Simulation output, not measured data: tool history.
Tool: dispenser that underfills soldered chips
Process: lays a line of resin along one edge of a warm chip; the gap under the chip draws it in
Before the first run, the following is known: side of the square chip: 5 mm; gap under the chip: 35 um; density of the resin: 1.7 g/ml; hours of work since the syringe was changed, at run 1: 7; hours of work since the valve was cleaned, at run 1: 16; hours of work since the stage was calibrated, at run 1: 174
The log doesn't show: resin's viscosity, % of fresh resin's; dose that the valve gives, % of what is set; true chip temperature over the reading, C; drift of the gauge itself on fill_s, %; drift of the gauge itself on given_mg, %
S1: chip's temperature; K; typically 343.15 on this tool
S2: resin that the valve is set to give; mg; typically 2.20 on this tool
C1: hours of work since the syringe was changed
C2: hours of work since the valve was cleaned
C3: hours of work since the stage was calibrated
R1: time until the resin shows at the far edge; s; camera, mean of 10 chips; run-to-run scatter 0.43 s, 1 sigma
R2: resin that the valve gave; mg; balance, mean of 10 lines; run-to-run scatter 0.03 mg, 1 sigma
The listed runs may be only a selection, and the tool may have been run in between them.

run    day      S1    S2  C1  C2   C3    R1    R2
  1  0.000  343.15  2.20   7  16  174  55.8  2.21
  2  0.258  343.15  2.20  12  20  179  80.7  2.14
     0.296  -- new syringe of resin
  3  0.512  343.15  2.20   3  24  182  40.3  2.13
  4  0.742  343.15  2.20   7  28  186  57.1  2.14
  5  0.938  352.15  2.20  10  31  189  49.2  2.14
     1.054  -- new syringe of resin
  6  1.158  352.15  2.20   2  34  192  24.2  2.15
  7  1.283  352.15  2.25   4  36  194  28.7  2.21
  8  1.583  343.15  2.20   8  41  199  65.8  2.07
     1.804  -- new syringe of resin
  9  1.879  343.15  2.20   1  46  204  34.5  2.13
 10  2.175  343.15  2.20   6  50  209  49.7  2.11
 11  2.342  343.15  2.20   9  53  211  63.9  2.08
     2.562  -- new syringe of resin
 12  2.571  343.15  2.20   0  56  215  30.7  2.07
 13  2.708  356.15  2.83   2  59  217  21.3  2.68
 14  2.875  346.15  2.07   5  61  220  41.7  2.02
 15  3.183  351.15  2.70  10  66  224  49.1  2.63
     3.308  -- new syringe of resin
 16  3.408  351.15  2.70   2  70  228  23.2  2.55
 17  3.558  343.15  2.36   4  72  230  42.9  2.19

What will run 18 give?
 18  3.808  343.15  2.36   8  76  234   ?   ?

{"run 18": {"R1": 60.6, "R2": 2.23}}
If the tool had no hidden condition, the same run with the same run-to-run variation would have returned R1 31.1 s, R2 2.39 mg.

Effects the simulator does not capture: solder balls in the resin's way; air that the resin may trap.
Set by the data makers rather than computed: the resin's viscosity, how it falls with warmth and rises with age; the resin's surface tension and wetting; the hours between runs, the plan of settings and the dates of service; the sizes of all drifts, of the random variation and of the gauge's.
